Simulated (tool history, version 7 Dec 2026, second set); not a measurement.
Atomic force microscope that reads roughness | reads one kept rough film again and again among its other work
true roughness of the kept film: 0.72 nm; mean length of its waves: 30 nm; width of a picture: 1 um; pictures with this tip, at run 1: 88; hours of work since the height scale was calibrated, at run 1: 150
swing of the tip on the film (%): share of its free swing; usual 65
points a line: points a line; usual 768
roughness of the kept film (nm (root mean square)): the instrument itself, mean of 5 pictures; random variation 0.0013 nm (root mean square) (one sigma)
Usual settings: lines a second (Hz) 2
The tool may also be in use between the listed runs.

run	hour	lines a second (Hz)	swing of the tip on the film (%)	points a line	pictures with this tip	hours of work since the height scale was calibrated	roughness of the kept film (nm (root mean square))
1	0	2	65	768	88	150	0.661
2	9.7	2	56	768	96	154	0.68
3	14.7	2	56	768	100	156	0.678
4	25.2	2	65	768	110	161	0.66
# hour 26.7: new tip fitted
5	35.7	2	65	768	7	165	0.661
6	45	2	65	768	16	168	0.661
7	51.2	2	87	768	21	171	0.576
8	58	2	65	768	27	174	0.662
9	69.1	2	70	768	37	178	0.646
10	78.1	2	70	768	45	182	0.645
11	88.4	2	65	768	54	186	0.66
12	98.9	2	65	768	63	190	0.661
13	105.2	2	65	768	68	193	0.663
14	115.4	2	65	768	77	197	0.661
15	123.4	2	65	768	84	200	0.661
16	132.3	2	65	768	92	204	0.661
17	141.5	2.24	76	378	100	207	0.612
18	148	2.24	76	378	106	210	0.612
# hour 153.9: new tip fitted
19	153.9	0.61	57	541	0	212	0.699
20	159.8	0.61	57	541	5	215	0.696
21	167.4	3.35	58	794	11	218	0.657
22	177.6	3.35	58	794	20	222	0.66
23	187.1	3.15	65	768	29	226	0.638
24	196.4	3.15	63	382	37	229	0.638
25	204	3.15	63	382	44	233	0.639
26	214.7	3.15	63	382	53	237	0.641

Hidden state at the last listed run before each entry between runs and at the first one after, where it differs:
Between runs 4 and 5: new tip fitted (hour 26.7)
  radius of the tip, nm: 5.3 -> 5
Between runs 18 and 19: new tip fitted (hour 153.9)
  radius of the tip, nm: 5.3 -> 5
